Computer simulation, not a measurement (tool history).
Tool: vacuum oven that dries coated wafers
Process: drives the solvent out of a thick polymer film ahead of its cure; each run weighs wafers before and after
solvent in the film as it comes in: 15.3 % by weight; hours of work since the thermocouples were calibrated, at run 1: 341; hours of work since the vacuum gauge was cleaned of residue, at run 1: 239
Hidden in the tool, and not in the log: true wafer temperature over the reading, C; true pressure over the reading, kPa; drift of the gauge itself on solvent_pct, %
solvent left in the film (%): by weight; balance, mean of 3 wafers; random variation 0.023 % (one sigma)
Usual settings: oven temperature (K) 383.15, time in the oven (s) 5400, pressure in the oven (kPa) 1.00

| run | hour | oven temperature (K) | time in the oven (s) | pressure in the oven (kPa) | hours of work since the thermocouples were calibrated | hours of work since the vacuum gauge was cleaned of residue | solvent left in the film (%) |
|---|---|---|---|---|---|---|---|
| 1 | 0.0 | 383.15 | 5400 | 1.00 | 341 | 239 | 1.36 |
| 2 | 10.4 | 383.15 | 5400 | 1.00 | 345 | 243 | 1.37 |
| 3 | 27.1 | 383.15 | 5400 | 1.00 | 352 | 250 | 1.34 |
| 4 | 38.6 | 383.15 | 5400 | 1.00 | 356 | 254 | 1.36 |
| 5 | 54.0 | 383.15 | 5400 | 1.00 | 362 | 260 | 1.33 |
| 6 | 68.4 | 383.15 | 4140 | 1.00 | 368 | 266 | 2.01 |
| 7 | 75.8 | 383.15 | 5400 | 1.00 | 371 | 269 | 1.37 |
| 8 | 88.2 | 383.15 | 5400 | 1.00 | 376 | 274 | 1.35 |
| 9 | 101.9 | 383.15 | 5400 | 1.00 | 382 | 280 | 1.36 |
| 10 | 110.6 | 383.15 | 5400 | 0.61 | 385 | 283 | 1.11 |
| 11 | 121.3 | 383.15 | 5400 | 0.61 | 390 | 288 | 1.08 |
| 12 | 131.9 | 383.15 | 5400 | 0.61 | 394 | 292 | 1.10 |
| 13 | 140.0 | 383.15 | 5400 | 0.61 | 397 | 295 | 1.14 |
| 14 | 148.0 | 378.15 | 5400 | 2.62 | 401 | 299 | 3.21 |

Forecast run 15:
| 15 | 155.3 | 394.15 | 5100 | 2.62 | 404 | 301 | ? |

Run 15 gave solvent left in the film (%) 1.42.
Without the tool's hidden state the same run would have given solvent left in the film (%) 1.39.

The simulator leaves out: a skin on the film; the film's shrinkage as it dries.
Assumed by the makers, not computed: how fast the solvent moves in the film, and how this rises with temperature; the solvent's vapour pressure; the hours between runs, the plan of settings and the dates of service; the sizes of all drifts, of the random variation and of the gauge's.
